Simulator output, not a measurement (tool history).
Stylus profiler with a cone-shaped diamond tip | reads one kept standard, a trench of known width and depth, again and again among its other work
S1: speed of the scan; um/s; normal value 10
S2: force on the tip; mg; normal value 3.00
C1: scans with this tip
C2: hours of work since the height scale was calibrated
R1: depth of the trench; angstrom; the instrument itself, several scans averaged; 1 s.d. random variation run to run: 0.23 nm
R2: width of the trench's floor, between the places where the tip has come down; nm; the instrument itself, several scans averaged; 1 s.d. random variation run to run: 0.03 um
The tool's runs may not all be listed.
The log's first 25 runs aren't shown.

Run 26, hour 534.2: usual settings but S1 3 um/s, S2 7.26 mg; C1 10199; C2 948. Result: R1 10295.0 angstrom, R2 95460 nm.
Run 27, hour 557.1: usual settings but S1 31 um/s, S2 3.31 mg; C1 10392; C2 966. Result: R1 10181.0 angstrom, R2 95380 nm.
Run 28, hour 571.6: usual settings but S1 31 um/s, S2 3.31 mg; C1 10515; C2 978. Result: R1 10181.8 angstrom, R2 95340 nm.
Run 29, hour 601.1: usual settings but S1 31 um/s, S2 3.31 mg; C1 10764; C2 1001. Result: R1 10180.8 angstrom, R2 95320 nm.
Run 30, hour 615.6: usual settings but S2 5.90 mg; C1 10886; C2 1012. Result: R1 10258.7 angstrom, R2 95420 nm.
Run 31, hour 645.7: usual settings but S1 31 um/s, S2 1.89 mg; C1 11140; C2 1036. Result: R1 10135.0 angstrom, R2 95220 nm.
Run 32, hour 668.2: usual settings but S1 31 um/s, S2 2.23 mg; C1 11330; C2 1053. Result: R1 10145.9 angstrom, R2 95250 nm.
Run 33, hour 684.6: usual settings but S2 3.07 mg; C1 11468; C2 1066. Result: R1 10175.1 angstrom, R2 95220 nm.
Run 34, hour 710.7: usual settings but S1 7 um/s, S2 1.40 mg; C1 11689; C2 1087. Result: R1 10112.0 angstrom, R2 95290 nm.
Run 35, hour 732.7: usual settings but S1 7 um/s, S2 1.40 mg; C1 11874; C2 1104. Result: R1 10115.8 angstrom, R2 95240 nm.
Run 36, hour 752.9: usual settings but S1 3 um/s, S2 1.37 mg; C1 12045; C2 1120. Result: R1 10113.0 angstrom, R2 95280 nm.
Run 37, hour 771.7: usual settings but S1 37 um/s, S2 1.19 mg; C1 12204; C2 1135. Result: R1 10106.2 angstrom, R2 95120 nm.
Run 38, hour 788.7: usual settings but S2 1.19 mg; C1 12347; C2 1148. Result: R1 10107.1 angstrom, R2 95200 nm.
Run 39, hour 805.8: usual settings but S2 1.19 mg; C1 12491; C2 1161. Result: R1 10102.8 angstrom, R2 95190 nm.
Run 40, hour 825.8: usual settings but S1 37 um/s, S2 3.06 mg; C1 12661; C2 1177. Result: R1 10178.6 angstrom, R2 95130 nm.
Run 41, hour 849.8: usual settings but S1 19 um/s, S2 7.15 mg; C1 12863; C2 1196. Result: R1 10300.6 angstrom, R2 95160 nm.
Run 42, hour 878.4: usual settings but S1 13 um/s, S2 4.75 mg; C1 13104; C2 1218. Result: R1 10232.5 angstrom, R2 95180 nm.
Run 43, hour 907.4: usual settings but S1 3 um/s, S2 6.23 mg; C1 13349; C2 1241. Result: R1 10273.9 angstrom, R2 95160 nm.
Run 44, hour 929.1: usual settings but S2 1.53 mg; C1 13532; C2 1258. Result: R1 10123.7 angstrom, R2 95150 nm.
Run 45, hour 952.1: usual settings but S2 1.53 mg; C1 13726; C2 1276. Result: R1 10122.7 angstrom, R2 95100 nm.
Run 46, hour 978.0: usual settings but S1 11 um/s, S2 2.83 mg; C1 13945; C2 1297. Result: R1 10176.0 angstrom, R2 95090 nm.

Alternative continuations, all from the tool just after run 46; predict every row:
Run A, hour 995.9: usual settings but S1 32 um/s, S2 5.18 mg; C1 14096; C2 1311. Result: R1 ?, R2 ?.
Run B, hour 995.9: usual settings but S1 37 um/s, S2 2.36 mg; C1 14096; C2 1311. Result: R1 ?, R2 ?.
Run C, hour 995.9: usual settings but S1 4 um/s, S2 2.95 mg; C1 14096; C2 1311. Result: R1 ?, R2 ?.
Run D, hour 995.9: usual settings but S1 11 um/s, S2 2.56 mg; C1 14096; C2 1311. Result: R1 ?, R2 ?.
Run E, hour 995.9: usual settings but S1 7 um/s, S2 2.14 mg; C1 14096; C2 1311. Result: R1 ?, R2 ?.

run       R1     R2
  A  10247.5  95050
  B  10154.3  94990
  C  10176.3  95080
  D  10162.8  95090
  E  10148.2  95090
The same runs, with their run-to-run variation unchanged, on a tool lacking any hidden condition would have given:
run       R1     R2
  A  10219.8  96480
  B  10126.9  96420
  C  10148.8  96520
  D  10135.4  96530
  E  10120.9  96520
